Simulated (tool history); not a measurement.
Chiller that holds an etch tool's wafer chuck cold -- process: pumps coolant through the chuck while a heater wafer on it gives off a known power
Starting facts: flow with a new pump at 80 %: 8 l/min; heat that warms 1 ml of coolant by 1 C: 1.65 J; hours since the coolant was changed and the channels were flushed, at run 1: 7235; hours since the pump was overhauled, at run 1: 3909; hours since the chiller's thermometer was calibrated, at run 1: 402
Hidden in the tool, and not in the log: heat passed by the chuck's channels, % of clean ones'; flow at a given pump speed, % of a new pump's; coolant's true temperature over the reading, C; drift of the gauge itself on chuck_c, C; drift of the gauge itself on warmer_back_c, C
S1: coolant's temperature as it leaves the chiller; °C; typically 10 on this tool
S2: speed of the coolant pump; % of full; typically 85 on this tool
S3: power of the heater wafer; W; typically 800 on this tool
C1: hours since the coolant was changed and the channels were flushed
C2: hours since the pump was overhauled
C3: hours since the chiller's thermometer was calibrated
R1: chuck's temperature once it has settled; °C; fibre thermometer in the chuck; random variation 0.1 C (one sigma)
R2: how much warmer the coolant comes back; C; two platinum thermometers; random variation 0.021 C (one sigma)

{"run": 1, "hour": 0.0, "S1": 10, "S2": 85, "S3": 800, "C1": 7235, "C2": 3909, "C3": 402, "R1": 18.7, "R2": 3.52}
{"run": 2, "hour": 64.7, "S1": 10, "S2": 85, "S3": 800, "C1": 7300, "C2": 3973, "C3": 466, "R1": 18.6, "R2": 3.48}
{"run": 3, "hour": 166.4, "S1": 10, "S2": 63, "S3": 800, "C1": 7402, "C2": 4075, "C3": 568, "R1": 21.5, "R2": 4.82}
{"run": 4, "hour": 260.7, "S1": 10, "S2": 63, "S3": 800, "C1": 7496, "C2": 4169, "C3": 662, "R1": 21.5, "R2": 4.82}
{"run": 5, "hour": 382.0, "S1": 10, "S2": 63, "S3": 800, "C1": 7618, "C2": 4291, "C3": 784, "R1": 21.4, "R2": 4.83}
{"run": 6, "hour": 508.1, "S1": 10, "S2": 63, "S3": 800, "C1": 7744, "C2": 4417, "C3": 910, "R1": 21.7, "R2": 4.85}
{"run": 7, "hour": 649.9, "S1": 10, "S2": 63, "S3": 1084, "C1": 7885, "C2": 4559, "C3": 1052, "R1": 25.8, "R2": 6.56}
{"run": 8, "hour": 799.3, "S1": 10, "S2": 63, "S3": 1084, "C1": 8035, "C2": 4708, "C3": 1201, "R1": 26.2, "R2": 6.64}
{"run": 9, "hour": 885.5, "S1": 10, "S2": 63, "S3": 1084, "C1": 8121, "C2": 4794, "C3": 1287, "R1": 25.9, "R2": 6.56}
{"run": 10, "hour": 997.0, "S1": 4, "S2": 85, "S3": 800, "C1": 8232, "C2": 4906, "C3": 1399, "R1": 12.9, "R2": 3.52}
{"run": 11, "hour": 1128.2, "S1": 4, "S2": 85, "S3": 800, "C1": 8364, "C2": 5037, "C3": 1530, "R1": 12.9, "R2": 3.52}
{"run": 12, "hour": 1236.8, "S1": 19, "S2": 86, "S3": 430, "C1": 8472, "C2": 5145, "C3": 1638, "R1": 23.6, "R2": 1.88}
{"run": 13, "hour": 1386.6, "S1": 19, "S2": 75, "S3": 598, "C1": 8622, "C2": 5295, "C3": 1788, "R1": 26.4, "R2": 3.03}
{"run": 14, "hour": 1534.6, "S1": 19, "S2": 85, "S3": 800, "C1": 8770, "C2": 5443, "C3": 1936, "R1": 27.9, "R2": 3.49}
{"run": 15, "hour": 1689.9, "S1": 19, "S2": 83, "S3": 619, "C1": 8925, "C2": 5599, "C3": 2092, "R1": 26.1, "R2": 2.75}
{"run": 16, "hour": 1776.8, "S1": 10, "S2": 82, "S3": 1130, "C1": 9012, "C2": 5685, "C3": 2178, "R1": 23, "R2": 5.21}

Predict the results of run 17:
{"run": 17, "hour": 1902.5, "S1": 10, "S2": 79, "S3": 800, "C1": 9138, "C2": 5811, "C3": 2304, "R1": "?", "R2": "?"}

Run 17 produced R1 19.7 °C, R2 3.83 C.
If the tool had no hidden condition, the same run with the same run-to-run variation would have returned R1 18.1 °C, R2 3.69 C.

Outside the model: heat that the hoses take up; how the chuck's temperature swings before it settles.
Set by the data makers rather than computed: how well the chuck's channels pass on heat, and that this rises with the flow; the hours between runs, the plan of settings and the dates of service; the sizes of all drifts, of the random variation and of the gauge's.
